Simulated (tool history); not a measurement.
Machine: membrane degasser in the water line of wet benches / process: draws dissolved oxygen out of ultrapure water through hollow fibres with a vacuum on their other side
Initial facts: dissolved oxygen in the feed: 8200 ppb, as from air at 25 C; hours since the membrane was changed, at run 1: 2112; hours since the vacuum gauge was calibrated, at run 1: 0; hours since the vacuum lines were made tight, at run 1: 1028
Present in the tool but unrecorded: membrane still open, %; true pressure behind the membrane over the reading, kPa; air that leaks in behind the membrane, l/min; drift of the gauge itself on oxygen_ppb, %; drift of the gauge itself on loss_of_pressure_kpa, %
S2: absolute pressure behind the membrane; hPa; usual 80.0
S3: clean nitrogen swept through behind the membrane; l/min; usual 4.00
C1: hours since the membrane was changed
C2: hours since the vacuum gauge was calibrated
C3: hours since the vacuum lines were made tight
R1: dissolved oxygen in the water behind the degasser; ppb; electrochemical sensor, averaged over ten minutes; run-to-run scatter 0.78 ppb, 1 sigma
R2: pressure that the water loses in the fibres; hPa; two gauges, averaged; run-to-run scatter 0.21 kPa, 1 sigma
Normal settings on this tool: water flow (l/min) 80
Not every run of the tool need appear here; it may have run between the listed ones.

run 1 day=0.000 | water_flow_(l/min)=80 S2=80.0 S3=4.00 | C1=2112 C2=0 C3=1028 | R1=222.3 R2=503.9
run 2 day=2.992 | water_flow_(l/min)=80 S2=80.0 S3=4.00 | C1=2184 C2=72 C3=1100 | R1=220.3 R2=508.3
run 3 day=6.162 | water_flow_(l/min)=60 S2=80.0 S3=4.00 | C1=2260 C2=148 C3=1176 | R1=167.0 R2=379.8
run 4 day=9.388 | water_flow_(l/min)=80 S2=80.0 S3=9.98 | C1=2337 C2=225 C3=1253 | R1=103.8 R2=508.7
run 5 day=12.112 | water_flow_(l/min)=80 S2=80.0 S3=9.98 | C1=2403 C2=291 C3=1319 | R1=103.9 R2=509.7
run 6 day=14.154 | water_flow_(l/min)=80 S2=80.0 S3=9.98 | C1=2452 C2=340 C3=1368 | R1=104.1 R2=509.3
run 7 day=16.138 | water_flow_(l/min)=80 S2=80.0 S3=9.98 | C1=2499 C2=387 C3=1415 | R1=103.9 R2=510.7
run 8 day=17.592 | water_flow_(l/min)=80 S2=80.0 S3=4.00 | C1=2534 C2=422 C3=1450 | R1=221.6 R2=508.9
run 9 day=19.221 | water_flow_(l/min)=80 S2=80.0 S3=4.00 | C1=2573 C2=461 C3=1489 | R1=220.1 R2=509.9
run 10 day=21.942 | water_flow_(l/min)=89 S2=80.0 S3=4.00 | C1=2639 C2=527 C3=1555 | R1=247.2 R2=568.8
run 11 day=24.896 | water_flow_(l/min)=89 S2=80.0 S3=4.00 | C1=2710 C2=598 C3=1625 | R1=246.9 R2=579.2
run 12 day=26.871 | water_flow_(l/min)=113 S2=188.0 S3=3.19 | C1=2757 C2=645 C3=1673 | R1=1046.8 R2=726.7
run 13 day=29.692 | water_flow_(l/min)=96 S2=59.8 S3=4.98 | C1=2825 C2=713 C3=1741 | R1=140.2 R2=618.8
run 14 day=32.021 | water_flow_(l/min)=96 S2=59.8 S3=4.98 | C1=2881 C2=768 C3=1796 | R1=141.9 R2=616.0

Forecast run 15:
-- day=32.308 gauge calibrated
run 15 day=34.008 | water_flow_(l/min)=72 S2=59.8 S3=3.48 | C1=2928 C2=816 C3=1844 | R1=? R2=?

For run 15 the tool returned R1 134.5 ppb, R2 452.8 hPa.
With no hidden state in the tool, this same run would have given R1 134.4 ppb, R2 452.2 hPa.
